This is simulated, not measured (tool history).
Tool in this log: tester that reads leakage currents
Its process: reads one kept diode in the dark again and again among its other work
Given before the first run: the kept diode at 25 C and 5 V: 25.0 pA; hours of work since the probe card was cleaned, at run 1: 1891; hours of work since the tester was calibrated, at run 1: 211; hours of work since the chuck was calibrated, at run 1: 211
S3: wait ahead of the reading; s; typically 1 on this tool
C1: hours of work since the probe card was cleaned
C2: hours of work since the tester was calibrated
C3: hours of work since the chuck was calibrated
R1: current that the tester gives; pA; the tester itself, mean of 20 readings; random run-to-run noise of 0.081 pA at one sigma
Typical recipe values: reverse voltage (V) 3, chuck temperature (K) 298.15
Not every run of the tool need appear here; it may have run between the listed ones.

Run 1, day 0: usual settings; C1 1891; C2 211; C3 211. Result: R1 26.38 pA.
Run 2, day 2.612: usual settings but reverse voltage (V) 3.18; C1 1935; C2 256; C3 256. Result: R1 27.58 pA.
Run 3, day 4.4: usual settings but reverse voltage (V) 5.45; C1 1965; C2 286; C3 286. Result: R1 35.88 pA.
Run 4, day 6.696: usual settings but chuck temperature (K) 315.15; C1 2004; C2 325; C3 325. Result: R1 111.06 pA.
Run 5, day 8.892: usual settings but chuck temperature (K) 315.15; C1 2041; C2 362; C3 362. Result: R1 112.05 pA.
Run 6, day 11.379: usual settings but S3 9.51 s; C1 2084; C2 404; C3 404. Result: R1 27.95 pA.
Run 7, day 13.625: usual settings but S3 9.51 s; C1 2122; C2 443; C3 443. Result: R1 28.05 pA.
Run 8, day 16.167: usual settings but S3 9.51 s; C1 2165; C2 486; C3 486. Result: R1 28.63 pA.
Run 9, day 17.383: usual settings; C1 2185; C2 506; C3 506. Result: R1 29.11 pA.
Run 10, day 19.754: usual settings but chuck temperature (K) 312.15; C1 2226; C2 546; C3 546. Result: R1 92.51 pA.
Run 11, day 21.033: usual settings but chuck temperature (K) 312.15; C1 2247; C2 568; C3 568. Result: R1 93.49 pA.
Run 12, day 22.454: usual settings but chuck temperature (K) 312.15; C1 2271; C2 592; C3 592. Result: R1 93.6 pA.
Run 13, day 25.167: usual settings but chuck temperature (K) 307.15; C1 2317; C2 638; C3 638. Result: R1 63.06 pA.
At day 26.621: chuck's temperature calibrated.
Run 14, day 27.446: usual settings but chuck temperature (K) 294.15; C1 2355; C2 675; C3 14. Result: R1 19.32 pA.
Run 15, day 30.029: usual settings but chuck temperature (K) 294.15; C1 2398; C2 719; C3 58. Result: R1 19.64 pA.
Run 16, day 31.367: usual settings but chuck temperature (K) 294.15; C1 2421; C2 742; C3 80. Result: R1 19.7 pA.
Run 17, day 32.921: usual settings but chuck temperature (K) 325.15; C1 2447; C2 768; C3 107. Result: R1 234.01 pA.
Run 18, day 35.554: usual settings but chuck temperature (K) 325.15; C1 2492; C2 813; C3 151. Result: R1 237.61 pA.
Run 19, day 38.475: usual settings but reverse voltage (V) 4.62, chuck temperature (K) 325.15; C1 2542; C2 862; C3 201. Result: R1 280.27 pA.
Run 20, day 40.062: usual settings but reverse voltage (V) 3.39, chuck temperature (K) 295.15, S3 6.8 s; C1 2569; C2 889; C3 228. Result: R1 23.43 pA.
Run 21, day 42.1: usual settings but reverse voltage (V) 2.29, chuck temperature (K) 303.15, S3 0.73 s; C1 2603; C2 924; C3 262. Result: R1 37.36 pA.
Run 22, day 43.575: usual settings but reverse voltage (V) 14.31, chuck temperature (K) 303.15, S3 2.66 s; C1 2628; C2 949; C3 288. Result: R1 88.46 pA.
Run 23, day 45.058: usual settings but reverse voltage (V) 19.13, chuck temperature (K) 316.15, S3 1.41 s; C1 2653; C2 974; C3 313. Result: R1 256.16 pA.
Run 24, day 47.033: usual settings but reverse voltage (V) 11.4, chuck temperature (K) 314.15, S3 2.26 s; C1 2687; C2 1008; C3 346. Result: R1 177.72 pA.
Run 25, day 48.308: usual settings but reverse voltage (V) 11.4, chuck temperature (K) 314.15, S3 2.26 s; C1 2708; C2 1029; C3 368. Result: R1 178.76 pA.
Run 26, day 50.188: usual settings but chuck temperature (K) 297.15, S3 8.7 s; C1 2740; C2 1061; C3 400. Result: R1 26.99 pA.
Run 27, day 51.608: usual settings but reverse voltage (V) 3.25, chuck temperature (K) 309.15; C1 2764; C2 1085; C3 424. Result: R1 73.23 pA.
Run 28, day 53.029: usual settings but reverse voltage (V) 3.25, chuck temperature (K) 297.15, S3 3.92 s; C1 2788; C2 1109; C3 448. Result: R1 28.57 pA.
Run 29, day 54.446: usual settings but S3 8.79 s; C1 2813; C2 1133; C3 472. Result: R1 29.76 pA.
Run 30, day 55.846: usual settings but S3 0.42 s; C1 2836; C2 1157; C3 496. Result: R1 30.97 pA.
Run 31, day 57.304: usual settings but S3 7.73 s; C1 2861; C2 1182; C3 520. Result: R1 30.48 pA.
Run 32, day 58.621: usual settings but reverse voltage (V) 5.86, chuck temperature (K) 331.15, S3 1.57 s; C1 2883; C2 1204; C3 543. Result: R1 528.19 pA.
Run 33, day 60.321: usual settings but reverse voltage (V) 5.86, chuck temperature (K) 309.15, S3 3.21 s; C1 2912; C2 1233; C3 571. Result: R1 98.26 pA.
Run 34, day 62.996: usual settings but reverse voltage (V) 5.86, chuck temperature (K) 329.15, S3 1.77 s; C1 2957; C2 1278; C3 617. Result: R1 463.9 pA.
At day 65.692: chuck's temperature calibrated.
Run 35, day 65.692: usual settings; C1 3002; C2 1323; C3 0. Result: R1 27.39 pA.
At day 66.646: probe card cleaned and baked.
Run 36, day 68.325: usual settings; C1 28; C2 1365; C3 42. Result: R1 21.8 pA.

The same runs without the tool's hidden state, with the same run-to-run variation:
The hidden state here: stray current of the dirty probe card, pA a volt; current scale over the true one, %; true chuck temperature over the reading, C; drift of the gauge itself on leakage_pa, %.
run      R1
  1   21.37
  2   21.89
  3   26.64
  4   97.99
  5   97.74
  6   21.12
  7   20.91
  8   21.03
  9   21.35
 10   75.57
 11    75.9
 12   75.45
 13   48.62
 14   14.75
 15   14.78
 16   14.69
 17  223.55
 18  224.33
 19   259.4
 20   16.57
 21   31.01
 22   58.81
 23  204.83
 24   143.2
 25   143.1
 26   19.11
 27   59.64
 28    19.7
 29   20.95
 30   21.95
 31   21.13
 32   450.2
 33   73.75
 34  385.83
 35   21.46
 36   21.48
